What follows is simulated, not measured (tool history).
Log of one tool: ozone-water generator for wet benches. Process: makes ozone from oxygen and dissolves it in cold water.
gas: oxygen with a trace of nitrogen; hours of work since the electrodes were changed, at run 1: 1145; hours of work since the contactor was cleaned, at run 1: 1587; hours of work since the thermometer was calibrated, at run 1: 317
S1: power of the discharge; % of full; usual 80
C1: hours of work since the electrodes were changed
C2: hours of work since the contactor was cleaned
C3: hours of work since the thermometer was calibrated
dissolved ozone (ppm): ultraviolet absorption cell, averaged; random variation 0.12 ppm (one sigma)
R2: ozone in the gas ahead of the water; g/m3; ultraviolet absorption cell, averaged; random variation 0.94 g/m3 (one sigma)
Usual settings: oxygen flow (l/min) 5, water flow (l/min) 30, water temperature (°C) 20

run 1 hour=0 | S1=80 oxygen_flow_(l/min)=5 water_flow_(l/min)=30 water_temperature_(°C)=20 | C1=1145 C2=1587 C3=317 | dissolved_ozone_(ppm)=11.4 R2=154.3
run 2 hour=22.5 | S1=80 oxygen_flow_(l/min)=5 water_flow_(l/min)=30 water_temperature_(°C)=20 | C1=1167 C2=1609 C3=339 | dissolved_ozone_(ppm)=11.4 R2=154.2
run 3 hour=46.6 | S1=80 oxygen_flow_(l/min)=5 water_flow_(l/min)=30 water_temperature_(°C)=20 | C1=1190 C2=1632 C3=362 | dissolved_ozone_(ppm)=11.5 R2=153.6
run 4 hour=82.1 | S1=80 oxygen_flow_(l/min)=5 water_flow_(l/min)=30 water_temperature_(°C)=20 | C1=1225 C2=1666 C3=397 | dissolved_ozone_(ppm)=11.3 R2=154.4
run 5 hour=108.4 | S1=80 oxygen_flow_(l/min)=5 water_flow_(l/min)=30 water_temperature_(°C)=20 | C1=1251 C2=1692 C3=422 | dissolved_ozone_(ppm)=11.1 R2=152.7
run 6 hour=142.9 | S1=80 oxygen_flow_(l/min)=5 water_flow_(l/min)=30 water_temperature_(°C)=20 | C1=1284 C2=1726 C3=456 | dissolved_ozone_(ppm)=11.6 R2=153.2
run 7 hour=180.1 | S1=80 oxygen_flow_(l/min)=5 water_flow_(l/min)=30 water_temperature_(°C)=20 | C1=1320 C2=1762 C3=492 | dissolved_ozone_(ppm)=11.2 R2=153.2
run 8 hour=210.2 | S1=80 oxygen_flow_(l/min)=5 water_flow_(l/min)=30 water_temperature_(°C)=20 | C1=1349 C2=1791 C3=521 | dissolved_ozone_(ppm)=11.2 R2=152.7
run 9 hour=232.6 | S1=80 oxygen_flow_(l/min)=5 water_flow_(l/min)=30 water_temperature_(°C)=16 | C1=1371 C2=1813 C3=543 | dissolved_ozone_(ppm)=11.9 R2=153.9
run 10 hour=259.5 | S1=80 oxygen_flow_(l/min)=5 water_flow_(l/min)=42 water_temperature_(°C)=16 | C1=1397 C2=1839 C3=569 | dissolved_ozone_(ppm)=8.1 R2=152
run 11 hour=296.3 | S1=80 oxygen_flow_(l/min)=5 water_flow_(l/min)=42 water_temperature_(°C)=16 | C1=1433 C2=1874 C3=605 | dissolved_ozone_(ppm)=8.2 R2=152.7
run 12 hour=318.6 | S1=80 oxygen_flow_(l/min)=5 water_flow_(l/min)=42 water_temperature_(°C)=16 | C1=1455 C2=1896 C3=626 | dissolved_ozone_(ppm)=8.3 R2=154.3
run 13 hour=354.4 | S1=80 oxygen_flow_(l/min)=5 water_flow_(l/min)=42 water_temperature_(°C)=16 | C1=1489 C2=1931 C3=661 | dissolved_ozone_(ppm)=8.1 R2=152.4
run 14 hour=389.8 | S1=80 oxygen_flow_(l/min)=5 water_flow_(l/min)=30 water_temperature_(°C)=20 | C1=1524 C2=1965 C3=695 | dissolved_ozone_(ppm)=11.2 R2=150.8
run 15 hour=418 | S1=80 oxygen_flow_(l/min)=5 water_flow_(l/min)=30 water_temperature_(°C)=20 | C1=1551 C2=1993 C3=723 | dissolved_ozone_(ppm)=11.2 R2=153.2
run 16 hour=439 | S1=80 oxygen_flow_(l/min)=5 water_flow_(l/min)=27 water_temperature_(°C)=20 | C1=1572 C2=2013 C3=743 | dissolved_ozone_(ppm)=12.4 R2=152
run 17 hour=460.8 | S1=80 oxygen_flow_(l/min)=6.49 water_flow_(l/min)=27 water_temperature_(°C)=20 | C1=1593 C2=2034 C3=764 | dissolved_ozone_(ppm)=12.8 R2=134.6
run 18 hour=493.4 | S1=80 oxygen_flow_(l/min)=5 water_flow_(l/min)=45 water_temperature_(°C)=26 | C1=1624 C2=2066 C3=796 | dissolved_ozone_(ppm)=6.8 R2=151.1
run 19 hour=510.4 | S1=80 oxygen_flow_(l/min)=5 water_flow_(l/min)=45 water_temperature_(°C)=26 | C1=1641 C2=2082 C3=813 | dissolved_ozone_(ppm)=6.9 R2=154.1
run 20 hour=531.5 | S1=88 oxygen_flow_(l/min)=5 water_flow_(l/min)=18 water_temperature_(°C)=26 | C1=1661 C2=2103 C3=833 | dissolved_ozone_(ppm)=17.2 R2=158.5
run 21 hour=570 | S1=88 oxygen_flow_(l/min)=5 water_flow_(l/min)=18 water_temperature_(°C)=26 | C1=1699 C2=2140 C3=870 | dissolved_ozone_(ppm)=16.9 R2=157.8
run 22 hour=592.9 | S1=67 oxygen_flow_(l/min)=8.62 water_flow_(l/min)=30 water_temperature_(°C)=20 | C1=1721 C2=2163 C3=893 | dissolved_ozone_(ppm)=11 R2=106.7

Forecast run 23:
run 23 hour=619.9 | S1=87 oxygen_flow_(l/min)=7.03 water_flow_(l/min)=24 water_temperature_(°C)=24 | C1=1747 C2=2189 C3=919 | dissolved_ozone_(ppm)=? R2=?

Run 23 gave dissolved ozone (ppm) 14.3, R2 134.9 g/m3.
Without the tool's hidden state the same run would have given dissolved ozone (ppm) 15.3, R2 141 g/m3.
